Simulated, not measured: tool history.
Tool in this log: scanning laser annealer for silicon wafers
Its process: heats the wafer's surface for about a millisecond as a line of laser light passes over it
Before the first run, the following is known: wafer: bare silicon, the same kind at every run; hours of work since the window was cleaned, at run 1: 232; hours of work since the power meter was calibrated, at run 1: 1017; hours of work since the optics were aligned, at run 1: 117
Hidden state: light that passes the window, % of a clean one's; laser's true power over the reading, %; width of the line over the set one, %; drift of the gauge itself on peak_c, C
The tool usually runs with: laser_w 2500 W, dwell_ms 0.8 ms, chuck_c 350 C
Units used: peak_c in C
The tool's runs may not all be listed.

run,hour,laser_w,dwell_ms,chuck_c,hours of work since the window was cleaned,hours of work since the power meter was calibrated,hours of work since the optics were aligned,peak_c
1,0,2500,0.8,350,232,1017,117,1143
2,60.8,2452,0.8,350,267,1052,152,1128
3,111.7,2452,0.8,350,297,1081,182,1126
4,167.9,2452,0.8,350,329,1114,214,1128
5,218.2,2500,0.8,350,359,1143,243,1138
6,259.2,2500,0.575,350,382,1167,267,1034
7,317.4,2500,0.575,350,416,1201,301,1033
8,354.4,2500,0.575,350,438,1222,322,1034
# hour 363.2: optics aligned, line set to its width
9,423.1,2500,0.6,335,475,1259,35,1029
10,468.9,2422,0.734,361,501,1286,61,1095
11,507.3,2130,0.734,361,523,1308,84,1014
# hour 546.2: optics aligned, line set to its width, once more
12,572,2362,0.8,366,558,1343,15,1117
13,616.6,2641,0.906,318,584,1368,41,1191
14,676.9,2500,0.8,328,619,1403,76,1118
15,737.7,2500,0.8,328,654,1439,111,1117
16,792,2500,0.8,328,685,1470,142,1116

Forecast each of these 5 alternatives for the next run:
A,821.6,2625,0.6,388,703,1487,160,?
B,821.6,2687,0.8,325,703,1487,160,?
C,821.6,2383,0.8,332,703,1487,160,?
D,821.6,2678,0.904,343,703,1487,160,?
E,821.6,2649,0.622,350,703,1487,160,?

run,peak_c
A,1116
B,1167
C,1086
D,1227
E,1092
What these runs would have given with no unlogged condition in the tool:
run,peak_c
A,1121
B,1173
C,1090
D,1232
E,1097
